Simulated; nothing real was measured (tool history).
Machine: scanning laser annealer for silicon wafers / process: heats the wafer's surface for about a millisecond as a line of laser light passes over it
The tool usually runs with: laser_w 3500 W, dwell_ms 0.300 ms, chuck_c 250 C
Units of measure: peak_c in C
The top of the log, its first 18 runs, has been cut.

run     day  laser_w  dwell_ms  chuck_c  peak_c
 19   8.462     3500     0.300      225    1069
 20   9.092     3500     0.300      225    1066
 21   9.604     3259     0.300      248    1024
 22  10.079     3527     0.297      261    1104
 23  10.621     3195     0.219      271     936
 24  11.292     3346     0.316      233    1050
 25  11.646     3624     0.240      263    1056
 26  12.204     3495     0.224      269    1009
 27  12.888     3585     0.224      217     977
 28  13.525     3577     0.224      241    1002
 29  14.067     3577     0.224      241    1001
 30  14.675     3577     0.224      241    1000
 31  15.233     3577     0.224      241    1000
 32  15.604     3577     0.276      230    1058
 33  16.050     3661     0.370      281    1243
 34  16.725     3500     0.333      250    1129
 35  17.038     3571     0.333      263    1157
 36  17.488     3571     0.333      263    1161
 37  18.029     3500     0.349      250    1145
 38  18.575     3500     0.349      273    1165
 39  18.917     3500     0.310      273    1129
 40  19.317     3795     0.356      279    1263

4 options for the next run, each taken on its own from the tool as it stands now. Forecast them:
  A  19.925     3417     0.356      255       ?
  B  19.925     3561     0.315      250       ?
  C  19.925     3238     0.298      284       ?
  D  19.925     3167     0.300      250       ?

run  peak_c
  A    1137
  B    1124
  C    1054
  D    1004
Had the tool no hidden state, the same runs would have come out as:
run  peak_c
  A    1138
  B    1125
  C    1054
  D    1004
